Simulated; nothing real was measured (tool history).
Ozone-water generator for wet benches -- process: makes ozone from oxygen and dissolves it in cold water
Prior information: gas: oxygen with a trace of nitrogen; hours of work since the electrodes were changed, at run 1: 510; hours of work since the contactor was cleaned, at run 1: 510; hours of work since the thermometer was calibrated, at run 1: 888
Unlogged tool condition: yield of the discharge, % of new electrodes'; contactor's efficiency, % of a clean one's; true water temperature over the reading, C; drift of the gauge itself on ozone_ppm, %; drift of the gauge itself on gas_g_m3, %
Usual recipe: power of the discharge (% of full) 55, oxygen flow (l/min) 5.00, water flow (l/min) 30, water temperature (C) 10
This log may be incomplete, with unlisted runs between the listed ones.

run     day  power of the discharge (% of full)  oxygen flow (l/min)  water flow (l/min)  water temperature (C)  hours of work since the electrodes were changed  hours of work since the contactor was cleaned  hours of work since the thermometer was calibrated  dissolved ozone (ppm)  ozone in the gas ahead of the water (g/m3)
  1   0.000                                  55                 5.00                  30                     10                                              510                                            510                                                 888                   14.5                                       183.1
  2   5.592                                  89                 5.00                  30                     10                                              638                                            638                                                1016                   21.9                                       271.6
  3  10.733                                  89                 5.00                  30                     10                                              755                                            755                                                1134                   21.6                                       271.4
  4  14.188                                  55                 5.00                  30                     10                                              834                                            834                                                1213                   14.6                                       179.9
  5  17.008                                  55                 5.00                  30                     10                                              899                                            899                                                1278                   14.5                                       183.1
  6  21.921                                  55                 5.00                  30                     10                                             1012                                           1012                                                1390                   14.6                                       181.1
  7  28.067                                  55                 5.00                  23                     10                                             1152                                           1152                                                1531                   18.7                                       181.3
  8  32.171                                  51                 5.00                  30                     10                                             1246                                           1246                                                1625                   13.6                                       168.5
  9  36.433                                  55                 5.00                  41                     10                                             1344                                           1344                                                1723                   10.2                                       181.7
 10  40.862                                  55                 5.00                  41                     10                                             1445                                           1445                                                1824                   10.1                                       179.6
 11  45.004                                  55                 5.00                  41                     10                                             1540                                           1540                                                1919                   10.1                                       179.4
 12  50.775                                  55                 5.00                  41                     10                                             1672                                           1672                                                2051                   10.3                                       181.1
 13  53.688                                  49                 7.65                  29                      8                                             1739                                           1739                                                2118                   14.2                                       129.1
 14  56.550                                  61                 2.91                  25                     10                                             1805                                           1805                                                2183                   17.0                                       267.8
 15  60.246                                  61                 2.91                  25                     10                                             1889                                           1889                                                2268                   17.0                                       263.9
 16  65.392                                  81                 3.41                  30                     10                                             2007                                           2007                                                2386                   18.1                                       307.6
 17  71.271                                  89                 5.00                  30                     13                                             2142                                           2142                                                2520                   20.2                                       264.3
 18  76.775                                  55                 5.00                  32                     10                                             2268                                           2268                                                2646                   13.2                                       179.9
 19  82.596                                  55                 5.00                  32                     10                                             2401                                           2401                                                2780                   13.0                                       178.8
 20  87.592                                  55                 5.00                  47                     10                                             2515                                           2515                                                2894                    8.4                                       178.4
 21  92.200                                  55                 5.00                  47                     10                                             2621                                           2621                                                3000                    8.6                                       177.1

Alternative continuations, all from the tool just after run 21; predict every row:
  A  95.400                                  73                 5.00                  44                      7                                             2694                                           2694                                                3073                      ?                                           ?
  B  95.400                                  43                 8.64                  19                     10                                             2694                                           2694                                                3073                      ?                                           ?
  C  95.400                                  81                 5.00                  30                     11                                             2694                                           2694                                                3073                      ?                                           ?
  D  95.400                                  55                 6.65                  47                     10                                             2694                                           2694                                                3073                      ?                                           ?

run  dissolved ozone (ppm)  ozone in the gas ahead of the water (g/m3)
  A                   12.0                                       222.1
  B                   17.4                                       106.7
  C                   18.9                                       243.5
  D                    9.0                                       150.2
With the hidden condition removed and each run's random variation left untouched, the same runs would have given:
run  dissolved ozone (ppm)  ozone in the gas ahead of the water (g/m3)
  A                   13.0                                       232.9
  B                   18.4                                       109.7
  C                   20.6                                       256.4
  D                    9.7                                       155.8
